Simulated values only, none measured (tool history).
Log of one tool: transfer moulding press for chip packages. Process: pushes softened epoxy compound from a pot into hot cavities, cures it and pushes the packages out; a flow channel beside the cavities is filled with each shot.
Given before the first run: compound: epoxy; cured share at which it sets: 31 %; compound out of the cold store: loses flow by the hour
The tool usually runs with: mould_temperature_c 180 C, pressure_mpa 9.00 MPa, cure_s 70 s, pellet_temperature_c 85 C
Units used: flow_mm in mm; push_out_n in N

| run | day | mould_temperature_c | pressure_mpa | cure_s | pellet_temperature_c | incoming compound's hours out of the cold store | flow_mm | push_out_n |
|---|---|---|---|---|---|---|---|---|
| 1 | 0.000 | 180 | 9.00 | 70 | 85 | 47.7 | 693 | 481 |
| 2 | 0.350 | 180 | 9.00 | 70 | 85 | 29.9 | 744 | 519 |
| 3 | 0.838 | 180 | 9.00 | 70 | 85 | 8.8 | 806 | 589 |
|  | 1.021 | cavities cleaned with cleaning compound and waxed |
| 4 | 1.525 | 180 | 9.00 | 70 | 85 | 14.4 | 784 | 419 |
| 5 | 2.179 | 180 | 9.00 | 70 | 85 | 20.1 | 768 | 520 |
| 6 | 2.896 | 180 | 9.00 | 70 | 85 | 9.9 | 795 | 594 |
|  | 3.088 | cavities cleaned with cleaning compound and waxed |
| 7 | 3.717 | 180 | 9.00 | 70 | 85 | 12.1 | 785 | 451 |
| 8 | 4.158 | 180 | 9.00 | 96 | 85 | 35.7 | 716 | 356 |
| 9 | 4.833 | 180 | 10.07 | 70 | 85 | 22.9 | 789 | 559 |
|  | 5.204 | cavities cleaned with cleaning compound and waxed |
| 10 | 5.442 | 180 | 10.07 | 70 | 85 | 35.2 | 752 | 346 |
|  | 5.796 | mould's thermocouples calibrated |
| 11 | 5.892 | 180 | 9.00 | 70 | 85 | 25.3 | 743 | 446 |
| 12 | 6.312 | 180 | 9.11 | 70 | 85 | 47.5 | 683 | 470 |
| 13 | 6.888 | 180 | 9.11 | 70 | 85 | 25.3 | 741 | 567 |
|  | 7.392 | cavities cleaned with cleaning compound and waxed |
| 14 | 7.571 | 183 | 9.00 | 70 | 85 | 26.5 | 725 | 332 |
| 15 | 7.917 | 180 | 9.00 | 70 | 78 | 19.1 | 750 | 457 |
| 16 | 8.358 | 177 | 9.00 | 77 | 85 | 45.8 | 673 | 482 |
| 17 | 9.179 | 175 | 10.73 | 60 | 91 | 34.8 | 771 | 1116 |
|  | 9.450 | cavities cleaned with cleaning compound and waxed |
|  | 9.688 | plunger's sealing rings changed |
| 18 | 9.875 | 180 | 7.88 | 70 | 85 | 9.9 | 795 | 414 |
| 19 | 10.329 | 184 | 9.00 | 70 | 84 | 24.0 | 788 | 400 |
| 20 | 10.983 | 175 | 8.67 | 57 | 85 | 44.4 | 724 | 1170 |
| 21 | 11.521 | 175 | 8.67 | 101 | 76 | 14.9 | 816 | 451 |
|  | 11.638 | cavities cleaned with cleaning compound and waxed |
| 22 | 11.933 | 175 | 8.67 | 101 | 76 | 10.4 | 823 | 284 |
| 23 | 12.533 | 175 | 8.67 | 89 | 76 | 28.5 | 766 | 405 |
| 24 | 13.342 | 175 | 7.77 | 64 | 76 | 33.0 | 708 | 1037 |
|  | 13.717 | cavities cleaned with cleaning compound and waxed |
| 25 | 14.150 | 177 | 10.71 | 64 | 76 | 19.0 | 871 | 665 |
| 26 | 14.612 | 177 | 10.71 | 64 | 76 | 18.2 | 869 | 801 |
| 27 | 14.979 | 173 | 10.41 | 56 | 87 | 37.2 | 809 | 1303 |
|  | 15.783 | cavities cleaned with cleaning compound and waxed |
| 28 | 15.804 | 173 | 10.41 | 56 | 87 | 47.1 | 771 | 775 |

Branching from run 28: 4 alternative next runs. What would each branch give?
| A | 16.317 | 175 | 10.41 | 55 | 93 | 40.7 | ? | ? |
| B | 16.317 | 172 | 9.00 | 70 | 85 | 40.3 | ? | ? |
| C | 16.317 | 180 | 9.94 | 70 | 85 | 9.9 | ? | ? |
| D | 16.317 | 181 | 7.55 | 51 | 85 | 19.2 | ? | ? |

| run | flow_mm | push_out_n |
|---|---|---|
| A | 785 | 941 |
| B | 731 | 686 |
| C | 861 | 468 |
| D | 729 | 945 |
Had the tool no hidden state, the same runs would have come out as:
| run | flow_mm | push_out_n |
|---|---|---|
| A | 812 | 745 |
| B | 757 | 547 |
| C | 891 | 375 |
| D | 754 | 747 |
